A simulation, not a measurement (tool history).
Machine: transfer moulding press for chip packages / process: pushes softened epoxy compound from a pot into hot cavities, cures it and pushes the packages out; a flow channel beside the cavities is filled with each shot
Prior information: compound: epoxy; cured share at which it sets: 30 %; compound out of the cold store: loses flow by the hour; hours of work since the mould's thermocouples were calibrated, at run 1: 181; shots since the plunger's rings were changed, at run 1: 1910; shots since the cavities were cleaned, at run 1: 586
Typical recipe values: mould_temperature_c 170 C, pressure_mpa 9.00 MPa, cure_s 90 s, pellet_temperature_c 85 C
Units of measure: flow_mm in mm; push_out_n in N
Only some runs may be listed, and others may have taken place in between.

run,day,mould_temperature_c,pressure_mpa,cure_s,pellet_temperature_c,hours of work since the mould's thermocouples were calibrated,shots since the plunger's rings were changed,shots since the cavities were cleaned,incoming compound's hours out of the cold store,flow_mm,push_out_n
1,0.000,170,9.00,90,85,181,1910,586,33.0,826,391
# day 0.883: cavities cleaned with cleaning compound and waxed
2,0.929,170,9.28,90,85,191,2097,10,41.9,807,393
3,1.567,170,9.28,90,85,198,2235,148,47.3,780,371
4,2.658,170,9.28,90,85,209,2470,383,15.1,930,386
5,3.442,170,9.28,90,85,218,2640,553,13.6,926,386
6,4.183,170,9.28,90,85,226,2800,713,11.4,936,397
# day 4.467: cavities cleaned with cleaning compound and waxed
7,4.888,170,9.28,90,85,233,2939,91,24.9,873,378
# day 5.108: plunger's sealing rings changed
8,6.033,170,9.28,90,85,244,200,316,15.8,917,368
9,6.967,170,9.00,118,85,254,402,518,40.1,803,365
10,7.700,170,9.00,103,85,262,560,676,10.1,940,361
# day 8.221: cavities cleaned with cleaning compound and waxed
11,8.517,170,9.00,103,85,270,723,64,40.1,800,357
12,9.592,170,9.00,103,85,282,955,296,38.1,804,359
13,10.267,170,9.00,103,85,289,1101,442,17.5,886,374
14,11.558,170,9.00,90,85,303,1380,721,31.9,825,383
# day 11.875: cavities cleaned with cleaning compound and waxed
15,13.125,177,8.44,90,78,320,1706,271,13.8,864,362
16,13.829,177,8.44,88,78,327,1858,423,25.1,825,364
17,14.471,177,10.87,88,78,334,1997,562,32.6,894,365
# day 15.483: cavities cleaned with cleaning compound and waxed
18,15.921,173,10.59,88,91,349,2296,95,31.3,900,363
19,17.150,165,10.59,88,91,363,2562,361,22.9,961,446
20,18.317,172,10.75,79,88,375,2814,613,47.8,840,391
# day 19.192: plunger's sealing rings changed
# day 19.254: cavities cleaned with cleaning compound and waxed
21,19.792,166,6.85,79,79,390,115,115,36.3,717,510
22,20.712,169,9.00,90,85,400,314,314,26.0,863,383
# day 21.467: mould's thermocouples calibrated
23,21.617,170,9.00,114,87,2,492,492,35.9,816,362
24,22.638,166,9.03,72,76,13,713,713,8.1,964,692
# day 22.933: cavities cleaned with cleaning compound and waxed
25,23.508,170,7.54,124,92,21,887,124,36.4,745,348
26,24.871,169,10.65,79,86,36,1182,419,44.0,856,423
27,26.283,170,9.00,104,85,52,1487,724,36.8,811,367

Run by run, hidden condition taken away, random variation retained:
Unlogged tool condition in this case: true mould temperature over the reading, C; pressure that reaches the compound, % of what is set; grip of the stained cavities, % over clean ones'; drift of the gauge itself on flow_mm, %; drift of the gauge itself on push_out_n, %.
run,push_out_n
1,384
2,392
3,369
4,382
5,380
6,390
7,376
8,364
9,359
10,354
11,356
12,356
13,369
14,376
15,359
16,359
17,359
18,361
19,441
20,384
21,508
22,379
23,357
24,678
25,346
26,417
27,360
flow_mm: within 2 mm of the measured result in every run.
